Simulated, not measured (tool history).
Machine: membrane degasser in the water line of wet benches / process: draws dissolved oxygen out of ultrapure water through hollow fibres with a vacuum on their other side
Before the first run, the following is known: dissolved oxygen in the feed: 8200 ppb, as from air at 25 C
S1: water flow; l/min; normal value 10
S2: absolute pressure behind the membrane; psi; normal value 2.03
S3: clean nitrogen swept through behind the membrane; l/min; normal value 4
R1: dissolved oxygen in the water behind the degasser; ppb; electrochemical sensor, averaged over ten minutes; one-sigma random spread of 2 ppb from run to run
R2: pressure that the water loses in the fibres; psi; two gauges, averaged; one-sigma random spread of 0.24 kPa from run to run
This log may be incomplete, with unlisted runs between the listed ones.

Run 1, hour 0: usual settings. Result: R1 226.6 ppb, R2 9.416 psi.
Run 2, hour 190.6: usual settings. Result: R1 228.1 ppb, R2 9.528 psi.
Run 3, hour 364.7: usual settings. Result: R1 229.7 ppb, R2 9.456 psi.
Run 4, hour 577.3: usual settings. Result: R1 230.5 ppb, R2 9.501 psi.
Run 5, hour 794: usual settings. Result: R1 227.9 ppb, R2 9.417 psi.
Run 6, hour 928.5: usual settings. Result: R1 233.1 ppb, R2 9.455 psi.
Run 7, hour 1161: usual settings. Result: R1 231.8 ppb, R2 9.549 psi.
Run 8, hour 1334.9: usual settings. Result: R1 231.3 ppb, R2 9.509 psi.
Run 9, hour 1572.9: usual settings but S2 1.45 psi. Result: R1 210.8 ppb, R2 9.562 psi.
Run 10, hour 1836.6: usual settings but S2 1.45 psi. Result: R1 212.2 ppb, R2 9.48 psi.
Run 11, hour 2005.4: usual settings but S2 1.45 psi. Result: R1 211.7 ppb, R2 9.545 psi.
Run 12, hour 2123.8: usual settings but S3 2.23 l/min. Result: R1 286.7 ppb, R2 9.533 psi.
Run 13, hour 2305.5: usual settings but S1 8 l/min, S2 2.28 psi, S3 2.23 l/min. Result: R1 188.9 ppb, R2 7.61 psi.
Run 14, hour 2512.6: usual settings but S1 13 l/min, S2 3.87 psi, S3 2.23 l/min. Result: R1 661.1 ppb, R2 12.436 psi.
Run 15, hour 2710.8: usual settings but S1 13 l/min, S2 3.87 psi, S3 2.23 l/min. Result: R1 645.1 ppb, R2 12.415 psi.
Run 16, hour 2833.6: usual settings but S1 13 l/min, S2 3.87 psi, S3 2.23 l/min. Result: R1 657.8 ppb, R2 12.454 psi.
Run 17, hour 2958.3: usual settings but S1 12 l/min, S2 4.73 psi, S3 6.1 l/min. Result: R1 422.7 ppb, R2 11.507 psi.
Run 18, hour 3101: usual settings but S1 12 l/min, S2 4.73 psi, S3 6.1 l/min. Result: R1 424.3 ppb, R2 11.454 psi.
Run 19, hour 3233.9: usual settings but S1 7 l/min, S2 2 psi. Result: R1 96.3 ppb, R2 6.73 psi.
Run 20, hour 3384.9: usual settings but S1 7 l/min, S2 2 psi. Result: R1 97.9 ppb, R2 6.773 psi.
Run 21, hour 3660.1: usual settings but S1 7 l/min, S2 1.9 psi, S3 7.48 l/min. Result: R1 73.3 ppb, R2 6.695 psi.
Run 22, hour 3842.5: usual settings but S1 7 l/min, S2 2.22 psi. Result: R1 104.4 ppb, R2 6.734 psi.
Run 23, hour 3960.5: usual settings but S1 7 l/min, S2 2.22 psi. Result: R1 106.1 ppb, R2 6.725 psi.
Run 24, hour 4093.9: usual settings but S2 2.07 psi, S3 8.57 l/min. Result: R1 211.2 ppb, R2 9.588 psi.

3 ways to go on from here, each from the tool as it stands after run 24. What would each give?
Run A, hour 4283.4: usual settings but S2 2.42 psi. Result: R1 ?, R2 ?.
Run B, hour 4283.4: usual settings but S1 16 l/min, S2 1.84 psi, S3 8.57 l/min. Result: R1 ?, R2 ?.
Run C, hour 4283.4: usual settings but S1 11 l/min, S2 2.07 psi, S3 10.61 l/min. Result: R1 ?, R2 ?.

run     R1      R2
  A  256.5   9.658
  B  619.7  15.384
  C  258.3  10.689
Had the tool no hidden state, the same runs would have come out as:
run     R1      R2
  A  214.6   9.039
  B  523.7  14.401
  C  208.1  10.009
